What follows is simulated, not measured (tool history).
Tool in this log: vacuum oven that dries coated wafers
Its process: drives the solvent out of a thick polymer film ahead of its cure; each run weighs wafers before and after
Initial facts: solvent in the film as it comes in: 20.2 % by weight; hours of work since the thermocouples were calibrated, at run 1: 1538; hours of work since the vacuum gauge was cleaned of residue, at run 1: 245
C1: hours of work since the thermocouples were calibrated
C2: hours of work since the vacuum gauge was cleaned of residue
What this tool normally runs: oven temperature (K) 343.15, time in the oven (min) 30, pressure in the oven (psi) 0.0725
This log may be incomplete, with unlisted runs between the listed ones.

{"run": 1, "hour": 0.0, "oven temperature (K)": 343.15, "time in the oven (min)": 30, "pressure in the oven (psi)": 0.0725, "C1": 1538, "C2": 245, "solvent left in the film (%)": 1.52}
{"run": 2, "hour": 67.3, "oven temperature (K)": 343.15, "time in the oven (min)": 30, "pressure in the oven (psi)": 0.0658, "C1": 1587, "C2": 294, "solvent left in the film (%)": 1.51}
{"run": 3, "hour": 109.1, "oven temperature (K)": 343.15, "time in the oven (min)": 30, "pressure in the oven (psi)": 0.0658, "C1": 1617, "C2": 324, "solvent left in the film (%)": 1.51}
{"run": 4, "hour": 149.7, "oven temperature (K)": 343.15, "time in the oven (min)": 30, "pressure in the oven (psi)": 0.0658, "C1": 1646, "C2": 353, "solvent left in the film (%)": 1.49}
{"run": 5, "hour": 234.7, "oven temperature (K)": 343.15, "time in the oven (min)": 49, "pressure in the oven (psi)": 0.0725, "C1": 1707, "C2": 414, "solvent left in the film (%)": 0.61}
{"hour": 271.3, "done": "oven's thermocouples calibrated"}
{"run": 6, "hour": 274.3, "oven temperature (K)": 343.15, "time in the oven (min)": 49, "pressure in the oven (psi)": 0.0725, "C1": 2, "C2": 442, "solvent left in the film (%)": 0.96}
{"run": 7, "hour": 325.0, "oven temperature (K)": 343.15, "time in the oven (min)": 49, "pressure in the oven (psi)": 0.1076, "C1": 39, "C2": 478, "solvent left in the film (%)": 1.19}
{"run": 8, "hour": 368.4, "oven temperature (K)": 343.15, "time in the oven (min)": 49, "pressure in the oven (psi)": 0.1076, "C1": 70, "C2": 509, "solvent left in the film (%)": 1.25}
{"run": 9, "hour": 431.8, "oven temperature (K)": 343.15, "time in the oven (min)": 49, "pressure in the oven (psi)": 0.1076, "C1": 116, "C2": 555, "solvent left in the film (%)": 1.21}
{"run": 10, "hour": 505.5, "oven temperature (K)": 343.15, "time in the oven (min)": 49, "pressure in the oven (psi)": 0.1076, "C1": 169, "C2": 608, "solvent left in the film (%)": 1.19}
{"run": 11, "hour": 586.8, "oven temperature (K)": 343.15, "time in the oven (min)": 49, "pressure in the oven (psi)": 0.1076, "C1": 228, "C2": 667, "solvent left in the film (%)": 1.25}
{"run": 12, "hour": 661.5, "oven temperature (K)": 343.15, "time in the oven (min)": 30, "pressure in the oven (psi)": 0.0857, "C1": 281, "C2": 721, "solvent left in the film (%)": 2.37}
{"run": 13, "hour": 729.2, "oven temperature (K)": 343.15, "time in the oven (min)": 30, "pressure in the oven (psi)": 0.0857, "C1": 330, "C2": 770, "solvent left in the film (%)": 2.36}
{"run": 14, "hour": 781.1, "oven temperature (K)": 343.15, "time in the oven (min)": 30, "pressure in the oven (psi)": 0.1424, "C1": 368, "C2": 807, "solvent left in the film (%)": 2.67}
{"run": 15, "hour": 852.0, "oven temperature (K)": 343.15, "time in the oven (min)": 30, "pressure in the oven (psi)": 0.0725, "C1": 419, "C2": 858, "solvent left in the film (%)": 2.26}
{"run": 16, "hour": 889.6, "oven temperature (K)": 343.15, "time in the oven (min)": 30, "pressure in the oven (psi)": 0.0725, "C1": 446, "C2": 885, "solvent left in the film (%)": 2.31}
{"run": 17, "hour": 962.7, "oven temperature (K)": 343.15, "time in the oven (min)": 30, "pressure in the oven (psi)": 0.0725, "C1": 499, "C2": 938, "solvent left in the film (%)": 2.26}
{"run": 18, "hour": 1029.2, "oven temperature (K)": 343.15, "time in the oven (min)": 30, "pressure in the oven (psi)": 0.0725, "C1": 547, "C2": 986, "solvent left in the film (%)": 2.3}
{"run": 19, "hour": 1073.2, "oven temperature (K)": 343.15, "time in the oven (min)": 30, "pressure in the oven (psi)": 0.0725, "C1": 579, "C2": 1018, "solvent left in the film (%)": 2.28}
{"run": 20, "hour": 1152.5, "oven temperature (K)": 343.15, "time in the oven (min)": 20, "pressure in the oven (psi)": 0.0725, "C1": 636, "C2": 1075, "solvent left in the film (%)": 4.08}
{"run": 21, "hour": 1197.5, "oven temperature (K)": 343.15, "time in the oven (min)": 20, "pressure in the oven (psi)": 0.0725, "C1": 668, "C2": 1108, "solvent left in the film (%)": 4.0}
{"run": 22, "hour": 1242.0, "oven temperature (K)": 343.15, "time in the oven (min)": 20, "pressure in the oven (psi)": 0.0725, "C1": 700, "C2": 1140, "solvent left in the film (%)": 4.0}
{"hour": 1250.6, "done": "vacuum gauge cleaned of residue and calibrated"}
{"run": 23, "hour": 1280.2, "oven temperature (K)": 343.15, "time in the oven (min)": 43, "pressure in the oven (psi)": 0.0725, "C1": 727, "C2": 21, "solvent left in the film (%)": 1.5}
{"run": 24, "hour": 1369.0, "oven temperature (K)": 343.15, "time in the oven (min)": 43, "pressure in the oven (psi)": 0.0725, "C1": 791, "C2": 85, "solvent left in the film (%)": 1.45}
{"run": 25, "hour": 1444.8, "oven temperature (K)": 343.15, "time in the oven (min)": 43, "pressure in the oven (psi)": 0.0725, "C1": 846, "C2": 140, "solvent left in the film (%)": 1.46}
{"run": 26, "hour": 1515.5, "oven temperature (K)": 333.15, "time in the oven (min)": 24, "pressure in the oven (psi)": 0.0744, "C1": 897, "C2": 191, "solvent left in the film (%)": 6.11}
{"run": 27, "hour": 1579.5, "oven temperature (K)": 355.15, "time in the oven (min)": 17, "pressure in the oven (psi)": 0.0848, "C1": 943, "C2": 237, "solvent left in the film (%)": 2.17}
{"run": 28, "hour": 1629.7, "oven temperature (K)": 353.15, "time in the oven (min)": 30, "pressure in the oven (psi)": 0.0725, "C1": 979, "C2": 274, "solvent left in the film (%)": 1.05}
{"hour": 1647.2, "done": "vacuum gauge cleaned of residue and calibrated, once more"}
{"run": 29, "hour": 1678.3, "oven temperature (K)": 343.15, "time in the oven (min)": 32, "pressure in the oven (psi)": 0.1012, "C1": 1013, "C2": 22, "solvent left in the film (%)": 1.76}
{"run": 30, "hour": 1727.8, "oven temperature (K)": 351.15, "time in the oven (min)": 19, "pressure in the oven (psi)": 0.1347, "C1": 1049, "C2": 58, "solvent left in the film (%)": 2.26}
{"run": 31, "hour": 1789.1, "oven temperature (K)": 334.15, "time in the oven (min)": 27, "pressure in the oven (psi)": 0.0725, "C1": 1093, "C2": 102, "solvent left in the film (%)": 4.36}
{"run": 32, "hour": 1851.3, "oven temperature (K)": 331.15, "time in the oven (min)": 21, "pressure in the oven (psi)": 0.0618, "C1": 1138, "C2": 147, "solvent left in the film (%)": 6.76}
{"run": 33, "hour": 1913.2, "oven temperature (K)": 330.15, "time in the oven (min)": 52, "pressure in the oven (psi)": 0.1165, "C1": 1182, "C2": 192, "solvent left in the film (%)": 2.73}
{"run": 34, "hour": 1971.4, "oven temperature (K)": 330.15, "time in the oven (min)": 52, "pressure in the oven (psi)": 0.1165, "C1": 1224, "C2": 234, "solvent left in the film (%)": 2.75}
{"run": 35, "hour": 2026.8, "oven temperature (K)": 330.15, "time in the oven (min)": 52, "pressure in the oven (psi)": 0.1165, "C1": 1264, "C2": 274, "solvent left in the film (%)": 2.75}
{"run": 36, "hour": 2107.6, "oven temperature (K)": 329.15, "time in the oven (min)": 30, "pressure in the oven (psi)": 0.0935, "C1": 1323, "C2": 332, "solvent left in the film (%)": 5.35}
{"run": 37, "hour": 2166.3, "oven temperature (K)": 329.15, "time in the oven (min)": 30, "pressure in the oven (psi)": 0.0935, "C1": 1365, "C2": 375, "solvent left in the film (%)": 5.41}
{"run": 38, "hour": 2242.5, "oven temperature (K)": 329.15, "time in the oven (min)": 30, "pressure in the oven (psi)": 0.0935, "C1": 1420, "C2": 430, "solvent left in the film (%)": 5.35}
{"run": 39, "hour": 2319.2, "oven temperature (K)": 334.15, "time in the oven (min)": 19, "pressure in the oven (psi)": 0.2596, "C1": 1475, "C2": 485, "solvent left in the film (%)": 7.24}
{"run": 40, "hour": 2368.5, "oven temperature (K)": 349.15, "time in the oven (min)": 16, "pressure in the oven (psi)": 0.2173, "C1": 1511, "C2": 520, "solvent left in the film (%)": 3.46}
{"run": 41, "hour": 2426.8, "oven temperature (K)": 345.15, "time in the oven (min)": 16, "pressure in the oven (psi)": 0.0946, "C1": 1553, "C2": 563, "solvent left in the film (%)": 4.06}
{"run": 42, "hour": 2468.2, "oven temperature (K)": 345.15, "time in the oven (min)": 16, "pressure in the oven (psi)": 0.0946, "C1": 1583, "C2": 592, "solvent left in the film (%)": 4.11}
{"run": 43, "hour": 2552.4, "oven temperature (K)": 341.15, "time in the oven (min)": 33, "pressure in the oven (psi)": 0.1136, "C1": 1644, "C2": 653, "solvent left in the film (%)": 1.95}
{"run": 44, "hour": 2638.6, "oven temperature (K)": 341.15, "time in the oven (min)": 33, "pressure in the oven (psi)": 0.1136, "C1": 1706, "C2": 715, "solvent left in the film (%)": 1.95}
{"hour": 2676.4, "done": "oven's thermocouples calibrated"}
{"run": 45, "hour": 2697.3, "oven temperature (K)": 341.15, "time in the oven (min)": 33, "pressure in the oven (psi)": 0.1136, "C1": 15, "C2": 756, "solvent left in the film (%)": 2.65}
{"run": 46, "hour": 2737.0, "oven temperature (K)": 341.15, "time in the oven (min)": 33, "pressure in the oven (psi)": 0.1136, "C1": 44, "C2": 785, "solvent left in the film (%)": 2.61}

Some steps in solvent left in the film (%) between neighbouring runs. How much of each would the tool show without its hidden state too (settings, what came in, random variation), and how much is left for the hidden state, with any gauge scatter that isn't in both results?
Hidden state at play: true wafer temperature over the reading, C; true pressure over the reading, kPa; drift of the gauge itself on solvent_pct, %.
Run 4 -> 5: time in the oven (min) 30 -> 49, pressure in the oven (psi) 0.0658 -> 0.0725. solvent left in the film (%) -0.88: hidden state +0.41, all else -1.29.
Run 25 -> 26: oven temperature (K) 343.15 -> 333.15, time in the oven (min) 43 -> 24, pressure in the oven (psi) 0.0725 -> 0.0744. solvent left in the film (%) +4.65: hidden state -0.16, all else +4.81.
Run 26 -> 27: oven temperature (K) 333.15 -> 355.15, time in the oven (min) 24 -> 17, pressure in the oven (psi) 0.0744 -> 0.0848. solvent left in the film (%) -3.94: hidden state -0.17, all else -3.77.
Run 28 -> 29: oven temperature (K) 353.15 -> 343.15, time in the oven (min) 30 -> 32, pressure in the oven (psi) 0.0725 -> 0.1012, vacuum gauge cleaned of residue and calibrated, once more. solvent left in the film (%) +0.71: hidden state -0.57, all else +1.28.
Run 32 -> 33: oven temperature (K) 331.15 -> 330.15, time in the oven (min) 21 -> 52, pressure in the oven (psi) 0.0618 -> 0.1165. solvent left in the film (%) -4.03: hidden state +0.15, all else -4.18.
Run 44 -> 45: oven's thermocouples calibrated. solvent left in the film (%) +0.70: hidden state +0.65, all else +0.05.
